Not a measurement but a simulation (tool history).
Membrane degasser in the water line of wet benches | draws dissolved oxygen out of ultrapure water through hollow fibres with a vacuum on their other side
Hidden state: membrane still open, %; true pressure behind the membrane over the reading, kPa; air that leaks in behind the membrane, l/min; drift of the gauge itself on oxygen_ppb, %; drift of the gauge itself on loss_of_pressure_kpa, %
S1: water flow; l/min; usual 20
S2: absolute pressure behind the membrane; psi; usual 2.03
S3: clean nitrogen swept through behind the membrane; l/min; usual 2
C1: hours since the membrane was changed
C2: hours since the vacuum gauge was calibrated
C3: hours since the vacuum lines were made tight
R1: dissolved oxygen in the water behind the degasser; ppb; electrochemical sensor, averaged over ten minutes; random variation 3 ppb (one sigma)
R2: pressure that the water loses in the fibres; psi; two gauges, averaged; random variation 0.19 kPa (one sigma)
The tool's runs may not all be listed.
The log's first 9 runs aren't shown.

run,hour,S1,S2,S3,C1,C2,C3,R1,R2
10,509.3,20,2.03,2.59,3844,2312,2082,272.2,5.536
11,566.9,20,2.03,2.59,3901,2370,2140,264.4,5.52
12,622.3,20,2.03,2.59,3957,2425,2195,268.7,5.572
13,670,20,2.03,2.59,4004,2473,2243,270.5,5.543
14,714.2,20,2.03,1.15,4048,2517,2287,475.5,5.562
15,796.1,20,2.03,1.15,4130,2599,2369,471.5,5.538
16,844.5,20,2.03,2,4179,2647,2417,320.7,5.529
17,916.5,19,2.38,1.44,4251,2719,2489,456.9,5.282
18,965.2,19,2.38,1.44,4299,2768,2538,454.7,5.237
19,1029.5,22,2.03,2,4364,2832,2602,359,6.087

Run 20 comes next. What will it give?
20,1097.1,13,3.47,2.39,4431,2900,2670,?,?

R1: 289.7 ppb
R2: 3.607 psi
Without the tool's hidden state the same run would have given R1 273.2 ppb, R2 3.408 psi.

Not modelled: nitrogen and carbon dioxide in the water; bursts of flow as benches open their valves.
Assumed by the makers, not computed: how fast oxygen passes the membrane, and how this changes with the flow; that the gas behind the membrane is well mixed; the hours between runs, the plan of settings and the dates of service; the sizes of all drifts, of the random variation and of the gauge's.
